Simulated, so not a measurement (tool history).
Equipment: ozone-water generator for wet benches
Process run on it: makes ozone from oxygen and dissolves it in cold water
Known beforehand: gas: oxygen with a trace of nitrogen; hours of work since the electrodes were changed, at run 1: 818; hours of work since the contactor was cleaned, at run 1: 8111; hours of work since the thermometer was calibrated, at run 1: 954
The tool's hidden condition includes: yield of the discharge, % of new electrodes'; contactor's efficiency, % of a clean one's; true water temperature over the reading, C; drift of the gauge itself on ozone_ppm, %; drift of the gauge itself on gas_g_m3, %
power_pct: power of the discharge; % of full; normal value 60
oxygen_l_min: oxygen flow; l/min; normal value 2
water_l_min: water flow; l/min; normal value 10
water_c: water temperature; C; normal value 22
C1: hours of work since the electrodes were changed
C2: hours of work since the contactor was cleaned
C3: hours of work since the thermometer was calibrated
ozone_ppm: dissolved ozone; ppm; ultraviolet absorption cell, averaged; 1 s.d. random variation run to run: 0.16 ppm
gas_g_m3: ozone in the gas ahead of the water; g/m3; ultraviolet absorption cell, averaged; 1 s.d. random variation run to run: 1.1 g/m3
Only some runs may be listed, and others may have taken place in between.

run 1 hour=0 | power_pct=60 oxygen_l_min=2 water_l_min=10 water_c=22 | C1=818 C2=8111 C3=954 | ozone_ppm=20.4 gas_g_m3=203.6
run 2 hour=80.6 | power_pct=60 oxygen_l_min=2 water_l_min=10 water_c=22 | C1=879 C2=8172 C3=1015 | ozone_ppm=20.4 gas_g_m3=206
run 3 hour=173.5 | power_pct=60 oxygen_l_min=2 water_l_min=10 water_c=22 | C1=949 C2=8242 C3=1085 | ozone_ppm=20.6 gas_g_m3=203.6
run 4 hour=259.9 | power_pct=60 oxygen_l_min=2 water_l_min=10 water_c=22 | C1=1014 C2=8308 C3=1151 | ozone_ppm=20.2 gas_g_m3=205.8
run 5 hour=363.6 | power_pct=60 oxygen_l_min=2 water_l_min=10 water_c=22 | C1=1093 C2=8386 C3=1229 | ozone_ppm=20.2 gas_g_m3=206.3
run 6 hour=453.5 | power_pct=60 oxygen_l_min=2 water_l_min=10 water_c=22 | C1=1160 C2=8454 C3=1297 | ozone_ppm=20.4 gas_g_m3=206.3
-- hour=503.8 contactor cleaned
run 7 hour=571.4 | power_pct=60 oxygen_l_min=2 water_l_min=10 water_c=22 | C1=1246 C2=51 C3=1383 | ozone_ppm=20.4 gas_g_m3=204.6
run 8 hour=718.8 | power_pct=60 oxygen_l_min=2 water_l_min=10 water_c=22 | C1=1358 C2=162 C3=1494 | ozone_ppm=20.4 gas_g_m3=206.2
run 9 hour=867.3 | power_pct=60 oxygen_l_min=2 water_l_min=10 water_c=22 | C1=1470 C2=275 C3=1606 | ozone_ppm=20.3 gas_g_m3=205.8
run 10 hour=936.6 | power_pct=60 oxygen_l_min=2 water_l_min=10 water_c=22 | C1=1522 C2=327 C3=1659 | ozone_ppm=20.2 gas_g_m3=207
run 11 hour=1084.7 | power_pct=60 oxygen_l_min=2 water_l_min=10 water_c=22 | C1=1634 C2=439 C3=1770 | ozone_ppm=20 gas_g_m3=206.4
run 12 hour=1177.1 | power_pct=82 oxygen_l_min=2 water_l_min=10 water_c=25 | C1=1704 C2=508 C3=1840 | ozone_ppm=24.9 gas_g_m3=257.5
run 13 hour=1241.4 | power_pct=82 oxygen_l_min=2 water_l_min=10 water_c=25 | C1=1752 C2=557 C3=1889 | ozone_ppm=24.6 gas_g_m3=259.8
run 14 hour=1356.2 | power_pct=82 oxygen_l_min=1.16 water_l_min=14 water_c=25 | C1=1839 C2=644 C3=1975 | ozone_ppm=15.6 gas_g_m3=314.5
run 15 hour=1491.8 | power_pct=60 oxygen_l_min=1.49 water_l_min=10 water_c=22 | C1=1941 C2=746 C3=2078 | ozone_ppm=18.9 gas_g_m3=228
run 16 hour=1556.8 | power_pct=60 oxygen_l_min=1.49 water_l_min=10 water_c=22 | C1=1990 C2=795 C3=2127 | ozone_ppm=18.7 gas_g_m3=227.1
run 17 hour=1684 | power_pct=79 oxygen_l_min=1.34 water_l_min=11 water_c=22 | C1=2087 C2=891 C3=2223 | ozone_ppm=20.7 gas_g_m3=288.4
run 18 hour=1818.7 | power_pct=60 oxygen_l_min=2 water_l_min=10 water_c=23 | C1=2188 C2=993 C3=2325 | ozone_ppm=19.7 gas_g_m3=207.1

Forecast each of these 4 alternatives for the next run:
run A hour=1952 | power_pct=60 oxygen_l_min=2 water_l_min=7 water_c=22 | C1=2289 C2=1094 C3=2425 | ozone_ppm=? gas_g_m3=?
run B hour=1952 | power_pct=60 oxygen_l_min=1.81 water_l_min=7 water_c=21 | C1=2289 C2=1094 C3=2425 | ozone_ppm=? gas_g_m3=?
run C hour=1952 | power_pct=60 oxygen_l_min=2 water_l_min=10 water_c=17 | C1=2289 C2=1094 C3=2425 | ozone_ppm=? gas_g_m3=?
run D hour=1952 | power_pct=60 oxygen_l_min=2 water_l_min=10 water_c=30 | C1=2289 C2=1094 C3=2425 | ozone_ppm=? gas_g_m3=?

run=A ozone_ppm=25.8 gas_g_m3=206.3
run=B ozone_ppm=25.7 gas_g_m3=214.3
run=C ozone_ppm=21.8 gas_g_m3=205
run=D ozone_ppm=18 gas_g_m3=206.1
Had the tool no hidden state, the same runs would have come out as:
run=A ozone_ppm=25.8 gas_g_m3=206.4
run=B ozone_ppm=25.7 gas_g_m3=214.4
run=C ozone_ppm=21.8 gas_g_m3=205.1
run=D ozone_ppm=18 gas_g_m3=206.2
